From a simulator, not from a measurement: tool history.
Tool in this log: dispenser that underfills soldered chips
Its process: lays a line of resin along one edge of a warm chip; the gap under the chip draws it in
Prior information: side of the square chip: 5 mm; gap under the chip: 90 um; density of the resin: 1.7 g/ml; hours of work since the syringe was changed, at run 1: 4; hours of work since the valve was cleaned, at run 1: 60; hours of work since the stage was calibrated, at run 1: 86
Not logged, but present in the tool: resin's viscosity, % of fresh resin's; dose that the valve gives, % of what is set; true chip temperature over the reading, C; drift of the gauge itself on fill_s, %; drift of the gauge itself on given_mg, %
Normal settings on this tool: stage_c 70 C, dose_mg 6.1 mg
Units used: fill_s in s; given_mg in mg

| run | hour | stage_c | dose_mg | hours of work since the syringe was changed | hours of work since the valve was cleaned | hours of work since the stage was calibrated | fill_s | given_mg |
|---|---|---|---|---|---|---|---|---|
| 1 | 0 | 70 | 6.1 | 4 | 60 | 86 | 33.8 | 5.78 |
| 2 | 3.8 | 70 | 6.1 | 7 | 63 | 89 | 39.7 | 5.75 |
| 3 | 8.4 | 70 | 6.1 | 10 | 66 | 91 | 52.8 | 5.81 |
|  | 9.2 | new syringe of resin |
| 4 | 11.4 | 79 | 6.1 | 1 | 67 | 93 | 20 | 5.78 |
| 5 | 14.5 | 79 | 6.1 | 3 | 69 | 95 | 23.3 | 5.75 |
| 6 | 18.6 | 70 | 5.29 | 6 | 72 | 98 | 41 | 5.01 |
| 7 | 21 | 70 | 5.64 | 7 | 73 | 99 | 44.5 | 5.31 |
| 8 | 23.2 | 70 | 5.64 | 9 | 74 | 100 | 48.9 | 5.22 |
|  | 25.4 | new syringe of resin |
| 9 | 25.7 | 70 | 5.64 | 0 | 76 | 102 | 24.5 | 5.39 |
| 10 | 28.4 | 70 | 6.1 | 2 | 77 | 103 | 27.8 | 5.77 |
| 11 | 32.6 | 70 | 6.1 | 4 | 80 | 106 | 34.4 | 5.64 |
| 12 | 36 | 70 | 6.1 | 7 | 82 | 108 | 40.9 | 5.64 |
| 13 | 38 | 70 | 6.1 | 8 | 83 | 109 | 46 | 5.69 |
| 14 | 40.3 | 70 | 6.1 | 9 | 85 | 111 | 51.9 | 5.61 |
|  | 41.6 | new syringe of resin |
| 15 | 45.3 | 56 | 6.1 | 2 | 88 | 114 | 46.4 | 5.73 |
| 16 | 47.9 | 56 | 6.1 | 4 | 89 | 115 | 54.1 | 5.69 |
| 17 | 51.7 | 70 | 6.48 | 6 | 92 | 118 | 40 | 5.93 |
| 18 | 54.8 | 70 | 6.48 | 8 | 94 | 120 | 47.4 | 6.01 |
|  | 57.8 | new syringe of resin |
| 19 | 58.8 | 77 | 5.92 | 1 | 96 | 122 | 20.4 | 5.44 |
| 20 | 62.9 | 70 | 6.15 | 3 | 98 | 124 | 31.7 | 5.66 |
| 21 | 65.8 | 71 | 7.86 | 5 | 100 | 126 | 35.2 | 7.26 |
| 22 | 69.3 | 69 | 5.56 | 7 | 102 | 128 | 46.1 | 5.07 |
| 23 | 72.5 | 83 | 6.48 | 9 | 104 | 130 | 33 | 5.88 |
|  | 74 | new syringe of resin |
| 24 | 75.3 | 83 | 6.48 | 1 | 106 | 132 | 17.4 | 5.99 |
| 25 | 78.1 | 63 | 6.1 | 3 | 108 | 134 | 39 | 5.48 |
| 26 | 81.6 | 76 | 6.58 | 5 | 110 | 136 | 30.2 | 5.94 |
| 27 | 84.3 | 76 | 6.58 | 6 | 112 | 138 | 33.7 | 6 |
| 28 | 89.1 | 59 | 5.45 | 9 | 115 | 141 | 81.5 | 4.99 |
|  | 90.1 | new syringe of resin |
| 29 | 93 | 68 | 5.45 | 2 | 117 | 143 | 30.5 | 4.99 |
| 30 | 96.5 | 56 | 6.64 | 4 | 119 | 145 | 54 | 6.01 |
| 31 | 100.4 | 56 | 6.64 | 6 | 121 | 147 | 66 | 5.92 |
| 32 | 104.3 | 84 | 7.27 | 9 | 124 | 150 | 31.8 | 6.53 |
|  | 106.2 | new syringe of resin |
| 33 | 107.5 | 84 | 7.27 | 1 | 126 | 152 | 15.9 | 6.54 |
| 34 | 112.4 | 84 | 7.27 | 4 | 129 | 155 | 20.4 | 6.45 |
|  | 115.1 | dispensing valve cleaned and set on the balance |
| 35 | 116.4 | 70 | 7.69 | 6 | 1 | 156 | 36.7 | 7.66 |
| 36 | 119.9 | 62 | 7 | 8 | 3 | 159 | 57.6 | 6.98 |

Had the tool no unlogged condition, and each run kept its random variation, what would the results have been?
| run | fill_s | given_mg |
|---|---|---|
| 1 | 22.9 | 6.09 |
| 2 | 21.6 | 6.07 |
| 3 | 23.3 | 6.15 |
| 4 | 17.4 | 6.13 |
| 5 | 17.3 | 6.11 |
| 6 | 24.6 | 5.32 |
| 7 | 23.5 | 5.65 |
| 8 | 23.2 | 5.57 |
| 9 | 23.3 | 5.74 |
| 10 | 23.1 | 6.17 |
| 11 | 22.9 | 6.05 |
| 12 | 22.8 | 6.05 |
| 13 | 23.3 | 6.12 |
| 14 | 23.3 | 6.04 |
| 15 | 36.5 | 6.17 |
| 16 | 37.1 | 6.14 |
| 17 | 22.6 | 6.42 |
| 18 | 23.1 | 6.51 |
| 19 | 18.4 | 5.91 |
| 20 | 23.3 | 6.16 |
| 21 | 22.5 | 7.91 |
| 22 | 23.6 | 5.54 |
| 23 | 14.8 | 6.43 |
| 24 | 15.4 | 6.56 |
| 25 | 29.7 | 6.02 |
| 26 | 19.3 | 6.53 |
| 27 | 18.5 | 6.6 |
| 28 | 34.5 | 5.5 |
| 29 | 25 | 5.52 |
| 30 | 37.6 | 6.66 |
| 31 | 37.5 | 6.58 |
| 32 | 14.8 | 7.27 |
| 33 | 14.7 | 7.29 |
| 34 | 14.6 | 7.22 |
| 35 | 22.6 | 7.66 |
| 36 | 29.4 | 7 |

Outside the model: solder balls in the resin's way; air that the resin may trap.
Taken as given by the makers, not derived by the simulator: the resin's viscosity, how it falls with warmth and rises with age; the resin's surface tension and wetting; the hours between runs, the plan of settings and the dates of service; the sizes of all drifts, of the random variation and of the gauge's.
